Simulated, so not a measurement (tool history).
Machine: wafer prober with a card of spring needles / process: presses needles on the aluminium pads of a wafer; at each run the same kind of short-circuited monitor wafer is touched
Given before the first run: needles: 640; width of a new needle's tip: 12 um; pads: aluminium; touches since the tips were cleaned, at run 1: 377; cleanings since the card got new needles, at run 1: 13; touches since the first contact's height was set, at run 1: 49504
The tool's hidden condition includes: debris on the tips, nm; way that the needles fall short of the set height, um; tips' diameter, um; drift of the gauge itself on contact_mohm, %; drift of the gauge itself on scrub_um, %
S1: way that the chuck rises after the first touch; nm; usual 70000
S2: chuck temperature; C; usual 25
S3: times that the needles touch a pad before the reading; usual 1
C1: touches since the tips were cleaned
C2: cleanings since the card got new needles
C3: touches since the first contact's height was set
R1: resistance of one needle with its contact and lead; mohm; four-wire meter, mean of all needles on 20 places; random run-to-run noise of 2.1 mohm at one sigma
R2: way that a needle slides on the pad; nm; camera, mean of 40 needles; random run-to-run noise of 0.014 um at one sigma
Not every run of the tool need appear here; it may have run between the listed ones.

run   hour     S1  S2  S3    C1  C2     C3   R1     R2
  1    0.0  70000  25   1   377  13  49504  266  11590
       5.7  -- tips cleaned on abrasive film
      11.4  -- tips cleaned on abrasive film
      17.1  -- tips cleaned on abrasive film
      22.8  -- tips cleaned on abrasive film
      29.9  -- tips cleaned on abrasive film
      37.0  -- tips cleaned on abrasive film
      42.7  -- tips cleaned on abrasive film
      49.9  -- tips cleaned on abrasive film
      57.0  -- tips cleaned on abrasive film
      62.7  -- tips cleaned on abrasive film
  2   62.7  70000  25   1    37  23  86179  238  11470
      68.4  -- tips cleaned on abrasive film
      74.1  -- tips cleaned on abrasive film
      79.8  -- tips cleaned on abrasive film
      87.0  -- tips cleaned on abrasive film
      94.1  -- tips cleaned on abrasive film
      99.8  -- tips cleaned on abrasive film
     105.7  -- height of the first contact set anew
     107.2  -- tips cleaned on abrasive film
  3  109.0  72000  25   1  1073  30   1906  322  12050
     113.3  -- tips cleaned on abrasive film
     119.0  -- tips cleaned on abrasive film
     126.1  -- tips cleaned on abrasive film
     131.8  -- tips cleaned on abrasive film
     138.9  -- tips cleaned on abrasive film
     144.6  -- tips cleaned on abrasive film
     151.7  -- tips cleaned on abrasive film
     157.4  -- tips cleaned on abrasive film
     164.5  -- tips cleaned on abrasive film
     171.6  -- tips cleaned on abrasive film
  4  177.0  72000  25   1  3183  40  41729  374  11970
     178.5  -- tips cleaned on abrasive film
     184.2  -- tips cleaned on abrasive film
     191.3  -- tips cleaned on abrasive film
     198.4  -- tips cleaned on abrasive film
     204.1  -- tips cleaned on abrasive film
     209.8  -- tips cleaned on abrasive film
     216.9  -- tips cleaned on abrasive film
     222.7  -- tips cleaned on abrasive film
     228.4  -- tips cleaned on abrasive film
     234.7  -- tips cleaned on abrasive film
  5  234.7  72000  25   1     0  50  75436  233  11830
     241.8  -- tips cleaned on abrasive film
     247.5  -- tips cleaned on abrasive film
     253.3  -- tips cleaned on abrasive film
     260.4  -- tips cleaned on abrasive film
     267.5  -- tips cleaned on abrasive film
  6  271.6  70000  25   1  2441  55  97028  378  11460
     274.5  -- tips cleaned on abrasive film
     281.6  -- tips cleaned on abrasive film
     288.7  -- tips cleaned on abrasive film
     294.4  -- tips cleaned on abrasive film
     296.1  -- height of the first contact set anew
     301.8  -- tips cleaned on abrasive film
     308.9  -- tips cleaned on abrasive film
     314.6  -- tips cleaned on abrasive film
     321.7  -- tips cleaned on abrasive film
     328.8  -- tips cleaned on abrasive film
     335.9  -- tips cleaned on abrasive film
  7  336.5  70000  25   1   335  65  23650  269  11660
     342.2  -- tips cleaned on abrasive film
     347.9  -- tips cleaned on abrasive film
     353.6  -- tips cleaned on abrasive film
     359.3  -- tips cleaned on abrasive film
     365.0  -- tips cleaned on abrasive film
     372.2  -- tips cleaned on abrasive film
     377.9  -- tips cleaned on abrasive film
  8  378.4  70000  25   1   332  72  48131  272  11580
     384.1  -- tips cleaned on abrasive film
     389.8  -- tips cleaned on abrasive film
     396.9  -- tips cleaned on abrasive film
     402.6  -- tips cleaned on abrasive film
     409.7  -- tips cleaned on abrasive film
     416.9  -- tips cleaned on abrasive film
     422.6  -- tips cleaned on abrasive film
  9  423.5  70000  25   1   574  79  74517  296  11530

Expected results for the next run?
     429.2  -- tips cleaned on abrasive film
     434.9  -- tips cleaned on abrasive film
     440.6  -- tips cleaned on abrasive film
     447.8  -- tips cleaned on abrasive film
     454.9  -- tips cleaned on abrasive film
     462.0  -- tips cleaned on abrasive film
     469.1  -- tips cleaned on abrasive film
     474.8  -- tips cleaned on abrasive film
     480.5  -- tips cleaned on abrasive film
     486.4  -- height of the first contact set anew
     486.8  -- tips cleaned on abrasive film
 10  486.8  70000  32   1   0  89  188   ?   ?

R1: 248 mohm
R2: 11740 nm
With the hidden condition absent and the run-to-run variation left alone, this run would have shown R1 229 mohm, R2 11750 nm.
